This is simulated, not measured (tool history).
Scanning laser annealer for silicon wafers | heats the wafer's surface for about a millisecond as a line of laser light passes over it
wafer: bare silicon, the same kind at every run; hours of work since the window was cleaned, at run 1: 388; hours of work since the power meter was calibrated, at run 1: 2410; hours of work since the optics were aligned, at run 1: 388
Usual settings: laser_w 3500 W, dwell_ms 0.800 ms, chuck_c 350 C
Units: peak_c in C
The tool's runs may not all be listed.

run,hour,laser_w,dwell_ms,chuck_c,hours of work since the window was cleaned,hours of work since the power meter was calibrated,hours of work since the optics were aligned,peak_c
1,0.0,3500,0.800,350,388,2410,388,1009
2,39.8,3500,0.703,350,417,2439,417,970
3,120.6,3500,0.703,350,477,2499,477,968
4,180.0,3500,0.703,350,521,2543,521,962
# hour 193.1: window over the wafer cleaned
5,232.3,3500,0.703,350,29,2580,558,990
6,274.2,3500,0.800,350,60,2611,589,1024
7,325.0,3500,0.609,350,97,2648,626,948
8,383.9,3500,0.609,350,141,2692,670,946
9,430.7,3500,0.662,350,175,2726,704,963
10,488.4,3500,0.800,350,218,2769,747,1014
11,580.5,3500,0.800,350,286,2837,815,1010
12,645.3,3488,0.800,350,334,2885,863,1003
13,693.1,3500,0.631,337,369,2920,898,928
14,775.4,3500,0.631,337,430,2981,959,920
15,853.1,3500,0.631,337,487,3038,1016,918
# hour 910.1: window over the wafer cleaned
16,941.4,3500,0.631,337,23,3102,1080,939
17,1033.0,3555,0.811,336,91,3170,1148,1011
18,1091.7,3555,0.811,336,134,3213,1191,1013
19,1158.7,3500,0.592,334,184,3263,1241,908
20,1205.3,3500,0.812,350,218,3297,1275,1007
21,1264.8,3500,0.675,389,262,3341,1319,990
# hour 1329.7: optics aligned, line set to its width
22,1359.8,3761,0.622,385,328,3407,22,1028

5 ways to go on from here, each from the tool as it stands after run 22. What would each give?
A,1437.1,3264,0.800,312,386,3464,79,?
B,1437.1,3812,0.622,388,386,3464,79,?
C,1437.1,3741,0.800,347,386,3464,79,?
D,1437.1,3139,0.873,353,386,3464,79,?
E,1437.1,3500,0.693,371,386,3464,79,?

run,peak_c
A,913
B,1042
C,1063
D,945
E,987
Without the tool's hidden state the same runs would have given:
run,peak_c
A,958
B,1092
C,1117
D,990
E,1034

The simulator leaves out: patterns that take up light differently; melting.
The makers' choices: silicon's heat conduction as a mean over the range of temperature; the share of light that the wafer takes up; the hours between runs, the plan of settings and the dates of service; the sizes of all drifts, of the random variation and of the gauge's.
